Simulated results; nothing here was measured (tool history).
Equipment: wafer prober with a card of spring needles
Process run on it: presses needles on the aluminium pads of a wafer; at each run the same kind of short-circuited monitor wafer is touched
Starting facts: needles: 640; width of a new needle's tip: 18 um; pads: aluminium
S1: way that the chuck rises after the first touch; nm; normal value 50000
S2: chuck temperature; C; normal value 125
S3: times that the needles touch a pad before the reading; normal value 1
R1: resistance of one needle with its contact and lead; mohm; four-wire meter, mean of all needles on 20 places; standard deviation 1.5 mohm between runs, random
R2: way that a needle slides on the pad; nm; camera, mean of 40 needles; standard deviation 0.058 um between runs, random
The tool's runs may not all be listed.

run   hour     S1   S2  S3   R1    R2
  1      0  50000  125   1  174  5880
      10.7  -- tips cleaned on abrasive film
      26.9  -- tips cleaned on abrasive film
  2   27.3  50000  125   1  151  5830
      42.8  -- tips cleaned on abrasive film
  3   47.7  50000  125   1  169  5900
      58.9  -- tips cleaned on abrasive film
  4   67.4  50000  125   2  168  5790
      74.8  -- tips cleaned on abrasive film
      90.8  -- tips cleaned on abrasive film
  5   97.9  50000  125   2  167  5800
     107.5  -- tips cleaned on abrasive film
     123.8  -- tips cleaned on abrasive film
  6  125.5  50000  125   2  153  5770
       139  -- tips cleaned on abrasive film
  7    142  50000  125   2  160  5770
     155.1  -- tips cleaned on abrasive film
  8  165.4  50000  125   2  174  5820
     170.4  -- tips cleaned on abrasive film
     186.5  -- tips cleaned on abrasive film
  9  197.8  50000   26   2  167  5730
     202.6  -- tips cleaned on abrasive film
     219.2  -- tips cleaned on abrasive film
 10  231.3  50000   26   2  169  5720
     236.8  -- tips cleaned on abrasive film
 11  248.2  50000   26   2  166  5760
     253.2  -- tips cleaned on abrasive film
 12    263  50000   26   2  160  5760
     268.8  -- tips cleaned on abrasive film
       284  -- tips cleaned on abrasive film
 13  292.2  50000   26   2  158  5580
     299.9  -- tips cleaned on abrasive film
       304  -- height of the first contact set anew
 14  311.6  50000   26   2  163  6090
     316.4  -- tips cleaned on abrasive film
     332.4  -- tips cleaned on abrasive film
 15    338  50000   26   2  149  6080
     348.7  -- tips cleaned on abrasive film
     364.1  -- tips cleaned on abrasive film
 16  364.1  43000   65   2  144  5130
       381  -- tips cleaned on abrasive film
 17  393.3  46000   75   1  203  5610
     397.8  -- tips cleaned on abrasive film
       413  -- tips cleaned on abrasive film
 18  420.7  50000  103   2  168  5960
     428.7  -- tips cleaned on abrasive film
 19  440.9  30000   44   1  301  3530
     446.5  -- tips cleaned on abrasive film
     462.2  -- tips cleaned on abrasive film
 20  466.9  50000   58   1  167  5980
     478.5  -- tips cleaned on abrasive film
 21  488.4  51000   89   1  184  5970
     495.5  -- tips cleaned on abrasive film
 22  508.8  50000   61   1  197  5830
     511.6  -- tips cleaned on abrasive film
     527.5  -- tips cleaned on abrasive film
 23  539.5  35000  125   1  266  4130
     543.2  -- tips cleaned on abrasive film
     558.8  -- tips cleaned on abrasive film
 24  566.1  41000   31   3  162  4740
     574.9  -- tips cleaned on abrasive film
 25  589.1  53000   31   3  155  6130
     591.2  -- tips cleaned on abrasive film
     607.8  -- tips cleaned on abrasive film
 26  613.4  53000   31   3  141  6040
     623.1  -- tips cleaned on abrasive film
 27  636.4  53000   31   3  152  6080

Hidden state or all else? Some run-to-run changes of R1, split into what the settings, what came in and random variation would give without the hidden state, and what is left for the hidden state (with any gauge scatter that isn't in both results):
What the log doesn't record here: debris on the tips, nm; way that the needles fall short of the set height, um; tips' diameter, um; drift of the gauge itself on contact_mohm, %; drift of the gauge itself on scrub_um, %.
Run 18 -> 19: S1 50000 -> 30000, S2 103 -> 44, S3 2 -> 1, tips cleaned on abrasive film. R1 +133 mohm: hidden state +132, all else +1.
Run 19 -> 20: S1 30000 -> 50000, S2 44 -> 58, tips cleaned on abrasive film, tips cleaned on abrasive film. R1 -134 mohm: hidden state -125, all else -9.

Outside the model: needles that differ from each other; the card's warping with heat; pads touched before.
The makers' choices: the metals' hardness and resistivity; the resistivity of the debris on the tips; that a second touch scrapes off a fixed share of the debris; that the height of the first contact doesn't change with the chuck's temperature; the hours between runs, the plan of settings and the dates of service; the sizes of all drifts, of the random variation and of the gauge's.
